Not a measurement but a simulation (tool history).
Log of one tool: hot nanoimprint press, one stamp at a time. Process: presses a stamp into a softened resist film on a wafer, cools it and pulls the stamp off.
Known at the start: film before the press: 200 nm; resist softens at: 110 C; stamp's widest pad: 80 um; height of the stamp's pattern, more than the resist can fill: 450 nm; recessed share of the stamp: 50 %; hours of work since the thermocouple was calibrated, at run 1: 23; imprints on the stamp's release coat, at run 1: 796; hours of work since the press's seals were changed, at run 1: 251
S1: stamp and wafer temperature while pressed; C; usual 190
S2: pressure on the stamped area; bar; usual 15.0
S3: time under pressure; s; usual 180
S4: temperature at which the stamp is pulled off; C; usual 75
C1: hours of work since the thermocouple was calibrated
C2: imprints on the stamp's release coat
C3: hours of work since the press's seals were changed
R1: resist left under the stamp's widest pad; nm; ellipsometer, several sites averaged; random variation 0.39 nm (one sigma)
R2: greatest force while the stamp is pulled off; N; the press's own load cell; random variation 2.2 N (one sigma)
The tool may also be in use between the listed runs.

run	hour	S1	S2	S3	S4	C1	C2	C3	R1	R2
1	0.0	190	15.0	180	75	23	796	251	94.3	206
2	11.1	190	15.0	180	67	27	810	255	94.6	215
3	20.7	184	15.0	180	75	31	822	259	119.4	206
4	36.2	190	15.0	180	80	37	842	265	94.4	199
5	47.3	190	15.0	180	75	42	856	270	94.0	203
6	61.2	196	15.0	180	75	47	874	275	74.1	208
7	72.1	196	15.0	180	75	52	888	279	73.6	208
8	81.6	196	15.0	204	75	55	900	283	70.1	213
9	95.0	190	15.0	327	61	61	917	289	76.6	222
10	109.2	190	15.0	327	61	66	935	294	76.5	224
11	123.1	190	15.0	327	61	72	953	300	76.4	225

The same runs without the tool's hidden state, with the same run-to-run variation:
The hidden state here: true temperature over the reading, C; pressure that arrives at the usual setting, %; grip of the stamp's worn release coat, % over a new coat's; drift of the gauge itself on residual_nm, %; drift of the gauge itself on pull_off_n, %.
run	R1	R2
1	93.3	190
2	93.7	198
3	118.4	189
4	93.5	182
5	93.2	186
6	73.5	190
7	72.9	190
8	69.5	194
9	76.0	202
10	76.0	203
11	75.9	204
